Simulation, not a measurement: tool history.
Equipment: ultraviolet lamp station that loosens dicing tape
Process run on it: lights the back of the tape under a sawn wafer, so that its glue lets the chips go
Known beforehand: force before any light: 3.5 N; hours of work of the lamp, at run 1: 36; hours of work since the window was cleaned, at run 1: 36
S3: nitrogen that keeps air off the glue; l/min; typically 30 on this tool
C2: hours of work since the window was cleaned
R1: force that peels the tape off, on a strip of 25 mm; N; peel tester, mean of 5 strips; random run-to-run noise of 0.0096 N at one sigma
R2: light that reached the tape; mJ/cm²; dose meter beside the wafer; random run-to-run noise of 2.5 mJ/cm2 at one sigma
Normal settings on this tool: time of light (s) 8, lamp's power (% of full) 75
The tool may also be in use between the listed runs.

{"run": 1, "hour": 0.0, "time of light (s)": 8, "lamp's power (% of full)": 75, "S3": 30, "hours of work of the lamp": 36, "C2": 36, "R1": 0.456, "R2": 279}
{"run": 2, "hour": 52.1, "time of light (s)": 8, "lamp's power (% of full)": 75, "S3": 30, "hours of work of the lamp": 64, "C2": 64, "R1": 0.504, "R2": 267}
{"run": 3, "hour": 94.4, "time of light (s)": 8, "lamp's power (% of full)": 75, "S3": 30, "hours of work of the lamp": 87, "C2": 87, "R1": 0.505, "R2": 269}
{"run": 4, "hour": 150.7, "time of light (s)": 8, "lamp's power (% of full)": 75, "S3": 30, "hours of work of the lamp": 118, "C2": 118, "R1": 0.54, "R2": 253}
{"run": 5, "hour": 212.1, "time of light (s)": 8, "lamp's power (% of full)": 75, "S3": 30, "hours of work of the lamp": 151, "C2": 151, "R1": 0.563, "R2": 241}
{"run": 6, "hour": 254.5, "time of light (s)": 8, "lamp's power (% of full)": 75, "S3": 30, "hours of work of the lamp": 173, "C2": 173, "R1": 0.599, "R2": 235}
{"run": 7, "hour": 289.7, "time of light (s)": 8, "lamp's power (% of full)": 75, "S3": 30, "hours of work of the lamp": 192, "C2": 192, "R1": 0.617, "R2": 234}
{"hour": 330.2, "done": "window cleaned of glue's vapour"}
{"run": 8, "hour": 362.5, "time of light (s)": 8, "lamp's power (% of full)": 75, "S3": 30, "hours of work of the lamp": 231, "C2": 17, "R1": 0.5, "R2": 264}
{"run": 9, "hour": 398.1, "time of light (s)": 13, "lamp's power (% of full)": 75, "S3": 30, "hours of work of the lamp": 251, "C2": 37, "R1": 0.23, "R2": 424}
{"run": 10, "hour": 475.1, "time of light (s)": 13, "lamp's power (% of full)": 75, "S3": 30, "hours of work of the lamp": 292, "C2": 78, "R1": 0.235, "R2": 403}
{"run": 11, "hour": 536.1, "time of light (s)": 13, "lamp's power (% of full)": 75, "S3": 30, "hours of work of the lamp": 325, "C2": 111, "R1": 0.26, "R2": 390}
{"run": 12, "hour": 595.0, "time of light (s)": 13, "lamp's power (% of full)": 75, "S3": 30, "hours of work of the lamp": 357, "C2": 143, "R1": 0.287, "R2": 378}
{"run": 13, "hour": 647.2, "time of light (s)": 4, "lamp's power (% of full)": 64, "S3": 28, "hours of work of the lamp": 385, "C2": 171, "R1": 1.642, "R2": 94}
{"run": 14, "hour": 695.7, "time of light (s)": 8, "lamp's power (% of full)": 79, "S3": 28, "hours of work of the lamp": 411, "C2": 197, "R1": 0.644, "R2": 224}
{"hour": 725.8, "done": "window cleaned of glue's vapour"}
{"run": 15, "hour": 763.2, "time of light (s)": 8, "lamp's power (% of full)": 97, "S3": 30, "hours of work of the lamp": 447, "C2": 20, "R1": 0.365, "R2": 324}
{"run": 16, "hour": 842.0, "time of light (s)": 10, "lamp's power (% of full)": 70, "S3": 30, "hours of work of the lamp": 490, "C2": 63, "R1": 0.463, "R2": 276}
{"run": 17, "hour": 887.7, "time of light (s)": 10, "lamp's power (% of full)": 70, "S3": 30, "hours of work of the lamp": 514, "C2": 87, "R1": 0.487, "R2": 266}
{"run": 18, "hour": 965.0, "time of light (s)": 9, "lamp's power (% of full)": 70, "S3": 30, "hours of work of the lamp": 556, "C2": 129, "R1": 0.623, "R2": 229}
{"run": 19, "hour": 1046.2, "time of light (s)": 9, "lamp's power (% of full)": 70, "S3": 30, "hours of work of the lamp": 600, "C2": 173, "R1": 0.694, "R2": 219}
{"run": 20, "hour": 1106.2, "time of light (s)": 9, "lamp's power (% of full)": 70, "S3": 30, "hours of work of the lamp": 632, "C2": 205, "R1": 0.726, "R2": 211}
{"hour": 1121.7, "done": "window cleaned of glue's vapour"}
{"run": 21, "hour": 1185.9, "time of light (s)": 6, "lamp's power (% of full)": 75, "S3": 26, "hours of work of the lamp": 675, "C2": 35, "R1": 0.959, "R2": 175}
{"run": 22, "hour": 1247.4, "time of light (s)": 9, "lamp's power (% of full)": 75, "S3": 10, "hours of work of the lamp": 708, "C2": 68, "R1": 0.869, "R2": 249}
{"run": 23, "hour": 1291.9, "time of light (s)": 8, "lamp's power (% of full)": 65, "S3": 18, "hours of work of the lamp": 732, "C2": 92, "R1": 0.981, "R2": 184}

For each entry between runs, how does the tool's hidden state at the last listed run before it compare with that at the first listed run after it?
Between runs 7 and 8: window cleaned of glue's vapour (hour 330.2)
  lamp's light, % of a new lamp's: 92.7 -> 91.6; light that the window lets through, % of a clean one's: 83.3 -> 98
  measured minus no-state result, R1: +0.216 -> +0.085 N; R2: -68 -> -30 mJ/cm²
Between runs 14 and 15: window cleaned of glue's vapour (hour 725.8)
  lamp's light, % of a new lamp's: 86.7 -> 85.7; light that the window lets through, % of a clean one's: 83.2 -> 97.6
  measured minus no-state result, R1: +0.267 -> +0.098 N; R2: -88 -> -64 mJ/cm²
Between runs 20 and 21: window cleaned of glue's vapour (hour 1121.7)
  lamp's light, % of a new lamp's: 80.8 -> 79.6; light that the window lets through, % of a clean one's: 81.9 -> 96.9
  measured minus no-state result, R1: +0.354 -> +0.281 N; R2: -107 -> -51 mJ/cm²
